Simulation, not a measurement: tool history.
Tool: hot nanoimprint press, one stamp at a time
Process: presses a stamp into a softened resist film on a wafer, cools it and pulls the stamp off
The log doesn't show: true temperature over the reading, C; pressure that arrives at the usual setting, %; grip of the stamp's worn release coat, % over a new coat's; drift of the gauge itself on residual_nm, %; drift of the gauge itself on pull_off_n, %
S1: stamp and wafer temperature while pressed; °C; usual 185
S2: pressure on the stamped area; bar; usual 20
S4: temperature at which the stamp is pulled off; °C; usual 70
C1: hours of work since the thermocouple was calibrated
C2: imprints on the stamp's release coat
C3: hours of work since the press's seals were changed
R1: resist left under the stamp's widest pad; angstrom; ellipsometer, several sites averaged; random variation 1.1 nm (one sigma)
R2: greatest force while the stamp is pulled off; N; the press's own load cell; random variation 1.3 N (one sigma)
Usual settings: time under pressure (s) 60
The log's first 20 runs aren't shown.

{"run": 21, "hour": 249.7, "S1": 176, "S2": 20, "time under pressure (s)": 97, "S4": 75, "C1": 314, "C2": 393, "C3": 361, "R1": 1906, "R2": 105}
{"run": 22, "hour": 262.9, "S1": 194, "S2": 19.3, "time under pressure (s)": 60, "S4": 56, "C1": 319, "C2": 411, "C3": 366, "R1": 1404, "R2": 148}
{"run": 23, "hour": 272.3, "S1": 188, "S2": 24.4, "time under pressure (s)": 71, "S4": 76, "C1": 323, "C2": 425, "C3": 370, "R1": 1358, "R2": 102}
{"run": 24, "hour": 290.1, "S1": 179, "S2": 23.9, "time under pressure (s)": 103, "S4": 72, "C1": 330, "C2": 449, "C3": 377, "R1": 1565, "R2": 111}
{"run": 25, "hour": 298.0, "S1": 189, "S2": 13.6, "time under pressure (s)": 39, "S4": 75, "C1": 333, "C2": 461, "C3": 380, "R1": 2086, "R2": 106}
{"run": 26, "hour": 308.0, "S1": 194, "S2": 20, "time under pressure (s)": 60, "S4": 66, "C1": 337, "C2": 475, "C3": 385, "R1": 1361, "R2": 127}
{"run": 27, "hour": 319.8, "S1": 185, "S2": 20, "time under pressure (s)": 44, "S4": 55, "C1": 342, "C2": 491, "C3": 389, "R1": 1855, "R2": 155}
{"run": 28, "hour": 328.3, "S1": 194, "S2": 16.9, "time under pressure (s)": 70, "S4": 59, "C1": 346, "C2": 503, "C3": 393, "R1": 1415, "R2": 142}
{"run": 29, "hour": 341.3, "S1": 194, "S2": 16.9, "time under pressure (s)": 70, "S4": 59, "C1": 351, "C2": 521, "C3": 398, "R1": 1419, "R2": 144}
{"run": 30, "hour": 358.4, "S1": 179, "S2": 30.6, "time under pressure (s)": 45, "S4": 70, "C1": 358, "C2": 545, "C3": 405, "R1": 1770, "R2": 115}
{"run": 31, "hour": 368.1, "S1": 194, "S2": 22.6, "time under pressure (s)": 45, "S4": 69, "C1": 362, "C2": 559, "C3": 409, "R1": 1400, "R2": 118}

Forecast each of these 3 alternatives for the next run:
{"run": "A", "hour": 382.2, "S1": 194, "S2": 22.6, "time under pressure (s)": 45, "S4": 61, "C1": 367, "C2": 579, "C3": 415, "R1": "?", "R2": "?"}
{"run": "B", "hour": 382.2, "S1": 194, "S2": 18.3, "time under pressure (s)": 45, "S4": 74, "C1": 367, "C2": 579, "C3": 415, "R1": "?", "R2": "?"}
{"run": "C", "hour": 382.2, "S1": 177, "S2": 20, "time under pressure (s)": 41, "S4": 70, "C1": 367, "C2": 579, "C3": 415, "R1": "?", "R2": "?"}

run=A R1=1398 R2=137
run=B R1=1570 R2=107
run=C R1=2256 R2=115
Without the tool's hidden state the same runs would have given:
run=A R1=1397 R2=137
run=B R1=1569 R2=107
run=C R1=2255 R2=115
